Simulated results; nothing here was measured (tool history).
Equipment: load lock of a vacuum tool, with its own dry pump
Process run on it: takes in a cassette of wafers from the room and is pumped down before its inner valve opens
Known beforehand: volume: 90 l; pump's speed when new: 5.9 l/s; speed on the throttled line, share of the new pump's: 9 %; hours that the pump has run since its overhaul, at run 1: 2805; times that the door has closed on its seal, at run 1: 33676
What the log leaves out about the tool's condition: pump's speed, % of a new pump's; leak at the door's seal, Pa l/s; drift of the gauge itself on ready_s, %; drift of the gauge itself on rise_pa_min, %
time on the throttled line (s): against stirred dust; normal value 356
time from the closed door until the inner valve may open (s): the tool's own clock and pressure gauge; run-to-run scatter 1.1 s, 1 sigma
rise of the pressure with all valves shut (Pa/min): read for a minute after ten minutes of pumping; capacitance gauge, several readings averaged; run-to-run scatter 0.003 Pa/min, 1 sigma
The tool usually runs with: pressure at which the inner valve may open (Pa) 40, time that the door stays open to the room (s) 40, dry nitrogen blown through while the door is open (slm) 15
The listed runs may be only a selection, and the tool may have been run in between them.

run,day,time on the throttled line (s),pressure at which the inner valve may open (Pa),time that the door stays open to the room (s),dry nitrogen blown through while the door is open (slm),hours that the pump has run since its overhaul,times that the door has closed on its seal,"incoming humidity of the room's air, %",time from the closed door until the inner valve may open (s),rise of the pressure with all valves shut (Pa/min)
1,0.000,356,40,40,15,2805,33676,48.0,443.7,0.033
2,3.012,356,40,40,15,2878,33961,47.1,442.3,0.033
3,9.371,356,40,40,15,3030,34564,46.7,444.6,0.032
4,13.600,356,40,40,15,3132,34965,45.9,443.5,0.028
5,16.346,356,40,40,15,3198,35226,45.2,443.9,0.028
6,22.525,356,38,40,15,3346,35812,48.7,443.7,0.031
7,25.500,356,78,40,15,3417,36094,40.9,434.4,0.023
8,28.667,356,78,40,15,3493,36394,45.8,433.9,0.035
9,32.592,356,40,40,5,3588,36766,40.0,444.0,0.036
10,38.658,356,40,40,5,3733,37341,47.1,443.6,0.047
11,41.346,357,36,40,5,3798,37596,44.1,445.7,0.039
12,45.200,216,32,157,5,3890,37961,45.2,319.0,0.071
13,51.679,356,40,28,15,4046,38576,45.2,444.8,0.025
14,56.779,356,40,28,15,4168,39059,44.4,445.8,0.026
15,59.775,356,40,166,7,4240,39343,48.6,444.6,0.078
# day 64.917: door's seal changed, seat wiped
16,65.588,356,41,166,28,4378,64,44.8,443.7,0.042
17,71.533,369,63,75,8,4521,627,45.2,448.3,0.045
18,74.608,369,63,51,16,4594,919,44.8,446.4,0.033
19,80.158,427,40,87,14,4728,1445,46.1,507.7,0.044

Forecast each of these 4 alternatives for the next run:
A,86.646,575,56,87,19,4883,2060,45.5,?,?
B,86.646,703,39,35,15,4883,2060,45.1,?,?
C,86.646,319,38,87,16,4883,2060,40.6,?,?
D,86.646,261,76,87,14,4883,2060,45.6,?,?

run,time from the closed door until the inner valve may open (s),rise of the pressure with all valves shut (Pa/min)
A,637.6,0.036
B,762.8,0.029
C,410.0,0.036
D,346.3,0.046
Take away the tool's hidden state, keep each run's random variation, and the runs would have read:
run,time from the closed door until the inner valve may open (s),rise of the pressure with all valves shut (Pa/min)
A,637.6,0.036
B,762.7,0.029
C,410.0,0.036
D,346.3,0.046
